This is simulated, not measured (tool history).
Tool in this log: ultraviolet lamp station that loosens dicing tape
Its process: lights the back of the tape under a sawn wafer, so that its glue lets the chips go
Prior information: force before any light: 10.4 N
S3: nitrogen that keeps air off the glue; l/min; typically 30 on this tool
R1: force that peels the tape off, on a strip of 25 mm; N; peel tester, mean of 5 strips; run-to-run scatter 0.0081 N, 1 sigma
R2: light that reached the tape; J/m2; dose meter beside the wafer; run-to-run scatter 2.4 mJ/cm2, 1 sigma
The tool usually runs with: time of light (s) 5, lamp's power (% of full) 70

Run 1, hour 0.0: usual settings. Result: R1 0.432 N, R2 2240 J/m2.
Run 2, hour 5.3: usual settings. Result: R1 0.427 N, R2 2290 J/m2.
Run 3, hour 10.1: usual settings. Result: R1 0.449 N, R2 2240 J/m2.
Run 4, hour 20.5: usual settings. Result: R1 0.428 N, R2 2230 J/m2.
Run 5, hour 26.8: usual settings. Result: R1 0.437 N, R2 2220 J/m2.
At hour 32.4: window cleaned of glue's vapour.
Run 6, hour 36.2: usual settings but S3 56 l/min. Result: R1 0.394 N, R2 2100 J/m2.
Run 7, hour 40.8: usual settings but S3 45 l/min. Result: R1 0.432 N, R2 2050 J/m2.
Run 8, hour 47.0: usual settings but S3 45 l/min. Result: R1 0.427 N, R2 2110 J/m2.
Run 9, hour 51.3: usual settings but time of light (s) 3, S3 15 l/min. Result: R1 2.000 N, R2 1280 J/m2.
Run 10, hour 60.2: usual settings but time of light (s) 6, lamp's power (% of full) 75, S3 36 l/min. Result: R1 0.257 N, R2 2670 J/m2.
Run 11, hour 68.8: usual settings but time of light (s) 3. Result: R1 1.597 N, R2 1250 J/m2.
Run 12, hour 76.8: usual settings but time of light (s) 3. Result: R1 1.612 N, R2 1250 J/m2.
Run 13, hour 81.0: usual settings but lamp's power (% of full) 67. Result: R1 0.562 N, R2 2000 J/m2.

What if the next run were any one of these 5? Each begins from the tool's condition after run 13:
Run A, hour 89.1: usual settings but time of light (s) 9, lamp's power (% of full) 97, S3 14 l/min. Result: R1 ?, R2 ?.
Run B, hour 89.1: usual settings but lamp's power (% of full) 93. Result: R1 ?, R2 ?.
Run C, hour 89.1: usual settings but time of light (s) 4, lamp's power (% of full) 67. Result: R1 ?, R2 ?.
Run D, hour 89.1: usual settings but time of light (s) 3, S3 21 l/min. Result: R1 ?, R2 ?.
Run E, hour 89.1: usual settings but S3 50 l/min. Result: R1 ?, R2 ?.

run     R1    R2
  A  0.124  5180
  B  0.269  2750
  C  0.967  1580
  D  1.796  1300
  E  0.434  2010
Had the tool no hidden state, the same runs would have come out as:
run     R1    R2
  A  0.116  6310
  B  0.181  3340
  C  0.612  1920
  D  1.251  1560
  E  0.266  2460
